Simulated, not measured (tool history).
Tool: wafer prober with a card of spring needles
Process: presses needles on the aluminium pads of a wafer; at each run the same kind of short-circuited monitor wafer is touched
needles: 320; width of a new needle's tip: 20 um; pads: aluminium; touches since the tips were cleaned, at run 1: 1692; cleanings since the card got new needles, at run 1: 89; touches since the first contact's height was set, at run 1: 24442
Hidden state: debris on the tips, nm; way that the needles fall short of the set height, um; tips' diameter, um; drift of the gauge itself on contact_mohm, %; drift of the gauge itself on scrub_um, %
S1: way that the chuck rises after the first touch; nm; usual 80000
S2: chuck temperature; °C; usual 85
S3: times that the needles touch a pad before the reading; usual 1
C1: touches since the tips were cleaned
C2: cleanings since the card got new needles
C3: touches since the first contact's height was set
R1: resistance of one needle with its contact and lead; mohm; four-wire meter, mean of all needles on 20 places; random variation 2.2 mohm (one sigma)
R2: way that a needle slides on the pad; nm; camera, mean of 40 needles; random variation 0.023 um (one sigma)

run,hour,S1,S2,S3,C1,C2,C3,R1,R2
1,0,80000,85,1,1692,89,24442,265,18970
# hour 5.4: tips cleaned on abrasive film
# hour 12.6: tips cleaned on abrasive film
# hour 21.4: tips cleaned on abrasive film
2,23.8,80000,85,1,1186,92,36016,264,18930
# hour 29.2: tips cleaned on abrasive film
# hour 37.9: tips cleaned on abrasive film
3,41.4,86000,85,1,1683,94,44599,266,20350
# hour 46.6: tips cleaned on abrasive film
# hour 53.8: tips cleaned on abrasive film
# hour 62.7: tips cleaned on abrasive film
# hour 71.7: tips cleaned on abrasive film
4,74.9,80000,85,1,1596,98,60977,269,18860
# hour 80.2: tips cleaned on abrasive film
# hour 89.1: tips cleaned on abrasive film
# hour 97.9: tips cleaned on abrasive film
# hour 106.6: tips cleaned on abrasive film
5,106.6,80000,85,2,0,102,76419,251,18820
# hour 115.6: tips cleaned on abrasive film
# hour 124.4: tips cleaned on abrasive film
6,129.2,80000,85,2,2351,104,87449,264,18780
# hour 132.8: tips cleaned on abrasive film
# hour 141.5: tips cleaned on abrasive film
# hour 150.1: tips cleaned on abrasive film
# hour 159.1: tips cleaned on abrasive film
7,162.3,80000,85,1,1578,108,103582,268,18750
# hour 167.7: tips cleaned on abrasive film
# hour 176.5: tips cleaned on abrasive film
8,179.5,80000,85,1,1482,110,111958,268,18730
# hour 184.9: tips cleaned on abrasive film
# hour 193.9: tips cleaned on abrasive film
# hour 194.2: height of the first contact set anew
# hour 203: tips cleaned on abrasive film
# hour 211.8: tips cleaned on abrasive film
9,214.3,80000,85,1,1210,114,9825,260,18480
# hour 219.7: tips cleaned on abrasive film
# hour 228.5: tips cleaned on abrasive film
# hour 237.3: tips cleaned on abrasive film
10,243.8,80000,85,1,3191,117,24237,274,18500
# hour 245.6: tips cleaned on abrasive film
# hour 252.8: tips cleaned on abrasive film
# hour 261.7: tips cleaned on abrasive film
# hour 270.7: tips cleaned on abrasive film
# hour 279.3: tips cleaned on abrasive film
11,281.5,80000,85,1,1077,122,42580,256,18360
# hour 286.6: tips cleaned on abrasive film
# hour 293.8: tips cleaned on abrasive film
12,299.4,80000,45,1,2755,124,51333,270,18400
# hour 301.2: tips cleaned on abrasive film
# hour 310.1: tips cleaned on abrasive film
# hour 319: tips cleaned on abrasive film
13,322.3,84000,85,1,1620,127,62500,266,19350
# hour 327.7: tips cleaned on abrasive film
# hour 336.7: tips cleaned on abrasive film
# hour 345.5: tips cleaned on abrasive film
# hour 354.3: tips cleaned on abrasive film
14,354.6,84000,85,1,142,131,78217,254,19240
# hour 361.8: tips cleaned on abrasive film
# hour 370.5: tips cleaned on abrasive film
# hour 372.6: height of the first contact set anew, once more
# hour 379.3: tips cleaned on abrasive film
# hour 388: tips cleaned on abrasive film
15,392.4,84000,85,1,2186,135,9717,268,19930
# hour 396.1: tips cleaned on abrasive film
# hour 403.3: tips cleaned on abrasive film
# hour 412.1: tips cleaned on abrasive film
16,414.3,69000,65,1,1109,138,20373,263,16340
# hour 419.8: tips cleaned on abrasive film
# hour 427: tips cleaned on abrasive film
# hour 435.9: tips cleaned on abrasive film
17,437.3,69000,65,1,683,141,31556,259,16350
# hour 444.2: tips cleaned on abrasive film
# hour 452.9: tips cleaned on abrasive film
# hour 461.6: tips cleaned on abrasive film
# hour 469.9: tips cleaned on abrasive film
18,469.9,90000,65,1,0,145,47461,247,21280

The next listed run, before its measurement:
# hour 478.9: tips cleaned on abrasive film
# hour 487.8: tips cleaned on abrasive film
# hour 496.1: tips cleaned on abrasive film
19,496.1,64000,36,2,0,148,60202,?,?

R1: 241 mohm
R2: 15070 nm
Without the tool's hidden state the same run would have given R1 237 mohm, R2 15230 nm.

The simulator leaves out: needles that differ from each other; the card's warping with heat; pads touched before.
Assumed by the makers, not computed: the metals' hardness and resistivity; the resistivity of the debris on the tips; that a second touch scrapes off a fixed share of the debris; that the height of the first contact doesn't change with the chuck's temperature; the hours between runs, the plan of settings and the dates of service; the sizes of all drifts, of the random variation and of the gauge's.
